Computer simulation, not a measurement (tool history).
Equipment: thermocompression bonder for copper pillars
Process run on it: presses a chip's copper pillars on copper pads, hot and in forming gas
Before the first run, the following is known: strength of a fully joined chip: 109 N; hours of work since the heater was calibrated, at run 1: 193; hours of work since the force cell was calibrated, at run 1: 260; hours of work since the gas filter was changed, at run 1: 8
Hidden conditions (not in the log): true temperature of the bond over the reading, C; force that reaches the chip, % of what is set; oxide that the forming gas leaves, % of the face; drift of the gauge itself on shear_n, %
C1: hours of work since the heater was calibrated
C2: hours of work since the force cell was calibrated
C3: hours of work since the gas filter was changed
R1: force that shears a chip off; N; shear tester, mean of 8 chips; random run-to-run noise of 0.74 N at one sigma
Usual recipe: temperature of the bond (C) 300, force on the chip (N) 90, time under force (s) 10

Run 1, day 0.000: usual settings; C1 193; C2 260; C3 8. Result: R1 52.6 N.
Run 2, day 0.279: usual settings; C1 197; C2 265; C3 12. Result: R1 51.5 N.
Run 3, day 0.708: usual settings but force on the chip (N) 58; C1 204; C2 272; C3 19. Result: R1 33.7 N.
Run 4, day 1.158: usual settings but force on the chip (N) 58; C1 212; C2 279; C3 27. Result: R1 31.8 N.
Run 5, day 1.442: usual settings but time under force (s) 8; C1 217; C2 284; C3 31. Result: R1 46.5 N.
Run 6, day 1.646: usual settings but time under force (s) 8; C1 220; C2 287; C3 35. Result: R1 47.9 N.
Run 7, day 1.854: usual settings but temperature of the bond (C) 329, time under force (s) 8; C1 223; C2 291; C3 38. Result: R1 68.8 N.
Run 8, day 2.050: usual settings but temperature of the bond (C) 329, time under force (s) 8; C1 227; C2 294; C3 41. Result: R1 66.9 N.
Run 9, day 2.379: usual settings but temperature of the bond (C) 329, time under force (s) 7; C1 232; C2 299; C3 47. Result: R1 64.8 N.
Run 10, day 2.683: usual settings but temperature of the bond (C) 304, time under force (s) 7; C1 237; C2 304; C3 52. Result: R1 47.9 N.
Run 11, day 3.108: usual settings but temperature of the bond (C) 304, time under force (s) 7; C1 244; C2 311; C3 59. Result: R1 46.3 N.
Run 12, day 3.512: usual settings but force on the chip (N) 60; C1 251; C2 318; C3 66. Result: R1 33.3 N.
Run 13, day 3.929: usual settings but force on the chip (N) 60; C1 258; C2 325; C3 72. Result: R1 32.4 N.
Run 14, day 4.167: usual settings but temperature of the bond (C) 279, force on the chip (N) 70, time under force (s) 13; C1 262; C2 329; C3 76. Result: R1 31.6 N.
Run 15, day 4.417: usual settings but temperature of the bond (C) 315, force on the chip (N) 133, time under force (s) 14; C1 266; C2 333; C3 81. Result: R1 87.0 N.
Run 16, day 4.821: usual settings but temperature of the bond (C) 286, force on the chip (N) 115; C1 272; C2 340; C3 87. Result: R1 53.1 N.
Run 17, day 5.100: usual settings but temperature of the bond (C) 286, force on the chip (N) 79, time under force (s) 22; C1 277; C2 344; C3 92. Result: R1 47.2 N.
Run 18, day 5.488: usual settings but temperature of the bond (C) 330, force on the chip (N) 68, time under force (s) 16; C1 283; C2 351; C3 98. Result: R1 64.9 N.
Run 19, day 5.817: usual settings but temperature of the bond (C) 330, force on the chip (N) 68, time under force (s) 16; C1 289; C2 356; C3 104. Result: R1 64.6 N.

5 options for the next run, each taken on its own from the tool as it stands now. Forecast them:
Run A, day 6.071: usual settings but temperature of the bond (C) 320; C1 293; C2 360; C3 108. Result: R1 ?.
Run B, day 6.071: usual settings but temperature of the bond (C) 330, force on the chip (N) 79, time under force (s) 21; C1 293; C2 360; C3 108. Result: R1 ?.
Run C, day 6.071: usual settings but temperature of the bond (C) 330, force on the chip (N) 60, time under force (s) 20; C1 293; C2 360; C3 108. Result: R1 ?.
Run D, day 6.071: usual settings but temperature of the bond (C) 308, time under force (s) 16; C1 293; C2 360; C3 108. Result: R1 ?.
Run E, day 6.071: usual settings but force on the chip (N) 86; C1 293; C2 360; C3 108. Result: R1 ?.

run    R1
  A  62.0
  B  79.0
  C  61.9
  D  63.3
  E  47.0
Had the tool no hidden state, the same runs would have come out as:
run    R1
  A  68.2
  B  85.7
  C  68.1
  D  69.7
  E  52.4
